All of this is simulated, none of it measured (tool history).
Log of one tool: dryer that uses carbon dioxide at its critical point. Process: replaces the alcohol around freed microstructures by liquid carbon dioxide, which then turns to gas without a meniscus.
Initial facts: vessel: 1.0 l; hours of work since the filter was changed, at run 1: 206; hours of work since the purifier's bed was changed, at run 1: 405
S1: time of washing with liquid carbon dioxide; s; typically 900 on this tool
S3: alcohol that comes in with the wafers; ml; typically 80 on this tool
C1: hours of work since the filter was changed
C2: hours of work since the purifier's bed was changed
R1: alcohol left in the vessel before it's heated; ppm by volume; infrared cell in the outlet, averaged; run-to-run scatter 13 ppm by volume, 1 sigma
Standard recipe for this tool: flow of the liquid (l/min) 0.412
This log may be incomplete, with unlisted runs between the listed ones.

{"run": 1, "hour": 0.0, "S1": 900, "flow of the liquid (l/min)": 0.412, "S3": 80, "C1": 206, "C2": 405, "R1": 1290}
{"run": 2, "hour": 8.8, "S1": 900, "flow of the liquid (l/min)": 0.412, "S3": 28, "C1": 210, "C2": 409, "R1": 479}
{"run": 3, "hour": 28.5, "S1": 900, "flow of the liquid (l/min)": 0.412, "S3": 28, "C1": 219, "C2": 419, "R1": 502}
{"run": 4, "hour": 44.1, "S1": 900, "flow of the liquid (l/min)": 0.412, "S3": 28, "C1": 227, "C2": 426, "R1": 508}
{"run": 5, "hour": 62.8, "S1": 900, "flow of the liquid (l/min)": 0.412, "S3": 28, "C1": 236, "C2": 435, "R1": 492}
{"run": 6, "hour": 76.8, "S1": 900, "flow of the liquid (l/min)": 0.412, "S3": 28, "C1": 243, "C2": 442, "R1": 502}
{"run": 7, "hour": 88.2, "S1": 900, "flow of the liquid (l/min)": 0.59, "S3": 28, "C1": 249, "C2": 448, "R1": 138}
{"run": 8, "hour": 98.9, "S1": 840, "flow of the liquid (l/min)": 0.538, "S3": 41, "C1": 254, "C2": 453, "R1": 340}
{"run": 9, "hour": 116.0, "S1": 840, "flow of the liquid (l/min)": 0.538, "S3": 41, "C1": 262, "C2": 461, "R1": 351}
{"run": 10, "hour": 127.8, "S1": 780, "flow of the liquid (l/min)": 0.538, "S3": 31, "C1": 268, "C2": 467, "R1": 373}

Here are 3 independent what-if runs from the current tool condition. What would each one return?
{"run": "A", "hour": 137.0, "S1": 900, "flow of the liquid (l/min)": 0.412, "S3": 52, "C1": 272, "C2": 472, "R1": "?"}
{"run": "B", "hour": 137.0, "S1": 900, "flow of the liquid (l/min)": 0.504, "S3": 80, "C1": 272, "C2": 472, "R1": "?"}
{"run": "C", "hour": 137.0, "S1": 840, "flow of the liquid (l/min)": 0.421, "S3": 53, "C1": 272, "C2": 472, "R1": "?"}

run=A R1=993
run=B R1=646
run=C R1=1173
With the hidden condition removed and each run's random variation left untouched, the same runs would have given:
run=A R1=530
run=B R1=296
run=C R1=650
